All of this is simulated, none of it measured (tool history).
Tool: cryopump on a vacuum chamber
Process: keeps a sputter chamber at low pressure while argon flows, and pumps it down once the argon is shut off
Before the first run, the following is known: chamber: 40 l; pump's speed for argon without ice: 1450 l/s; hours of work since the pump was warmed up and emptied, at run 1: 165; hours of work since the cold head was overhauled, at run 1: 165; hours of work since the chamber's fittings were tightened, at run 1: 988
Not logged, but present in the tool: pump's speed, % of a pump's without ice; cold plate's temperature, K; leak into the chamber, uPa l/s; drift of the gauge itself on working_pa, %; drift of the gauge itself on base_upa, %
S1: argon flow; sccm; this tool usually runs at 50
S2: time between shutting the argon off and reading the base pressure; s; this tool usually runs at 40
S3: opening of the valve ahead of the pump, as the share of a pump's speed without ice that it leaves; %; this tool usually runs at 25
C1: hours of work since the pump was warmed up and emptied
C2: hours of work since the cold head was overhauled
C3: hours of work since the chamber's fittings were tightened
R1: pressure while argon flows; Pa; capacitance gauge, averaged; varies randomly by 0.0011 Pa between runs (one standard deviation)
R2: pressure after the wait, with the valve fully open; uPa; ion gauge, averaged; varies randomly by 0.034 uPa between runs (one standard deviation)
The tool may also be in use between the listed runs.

run     day  S1   S2  S3   C1   C2    C3      R1    R2
  1   0.000  50   40  25  165  165   988  0.2357  2.92
  2   0.442  50   40  25  174  174   996  0.2355  2.93
  3   1.433  50   40  25  193  193  1015  0.2367  2.99
  4   2.333  50   40  25  210  210  1032  0.2382  3.01
  5   3.225  30   40  25  227  227  1049  0.1433  3.00
  6   4.088  30   40  25  243  243  1066  0.1439  3.12
  7   5.092  50   40  25  263  263  1085  0.2391  3.01
  8   5.625  50  137  25  273  273  1095  0.2399  1.97
  9   6.092  50  137  25  282  282  1104  0.2394  1.94
 10   7.083  50  137  25  301  301  1123  0.2379  1.91
 11   7.533  50  137  25  309  309  1132  0.2387  2.01
 12   8.217  25  137  25  322  322  1145  0.1200  2.09
 13   9.121  50   40  25  340  340  1162  0.2399  3.23
 14   9.900  50   40  45  355  355  1177  0.1383  3.24
 15  10.796  50   40  25  372  372  1194  0.2402  3.23
 16  11.762  50   89  25  390  390  1213  0.2425  2.40
 17  12.492  56   40  25  404  404  1227  0.2701  3.27
 18  13.021  56   40  25  414  414  1237  0.2711  3.31
 19  13.925  30  168  22  432  432  1254  0.1646  2.11
 20  14.975  30  168  22  452  452  1274  0.1639  2.17
 21  15.762  50  271  25  467  467  1289  0.2443  2.06
 22  16.542  50   94  25  482  482  1304  0.2429  2.50
 23  17.008  50  267  18  491  491  1313  0.3381  2.17
 24  17.817  39   24  35  506  506  1329  0.1387  4.57
 25  18.458  30   87  28  518  518  1341  0.1322  2.65
 26  18.929  53   87  59  527  527  1350  0.1165  2.65
 27  19.929  50   40  58  547  547  1369  0.1123  3.52
 28  20.429  30  154  25  556  556  1379  0.1458  2.40
 29  21.429  30  154  25  575  575  1398  0.1480  2.44
 30  22.075  30  154  25  588  588  1410  0.1476  2.38
 31  22.900  51  154  31  603  603  1426  0.2049  2.39
 32  23.938  51  154  31  623  623  1446  0.2093  2.54
 33  24.529  42  164  31  635  635  1457  0.1708  2.53
 34  25.188  42  164  31  647  647  1470  0.1704  2.59
 35  25.908  35  164  42  661  661  1483  0.1076  2.60

Branching from run 35: 3 alternative next runs. What would each branch give?
  A  26.738  26   40  25  677  677  1499   ?   ?
  B  26.738  26  274  28  677  677  1499   ?   ?
  C  26.738  80  164  31  677  677  1499   ?   ?

run      R1    R2
  A  0.1291  4.00
  B  0.1166  2.48
  C  0.3252  2.60
With the hidden condition removed and each run's random variation left untouched, the same runs would have given:
run      R1    R2
  A  0.1208  1.87
  B  0.1082  0.42
  C  0.2998  0.56

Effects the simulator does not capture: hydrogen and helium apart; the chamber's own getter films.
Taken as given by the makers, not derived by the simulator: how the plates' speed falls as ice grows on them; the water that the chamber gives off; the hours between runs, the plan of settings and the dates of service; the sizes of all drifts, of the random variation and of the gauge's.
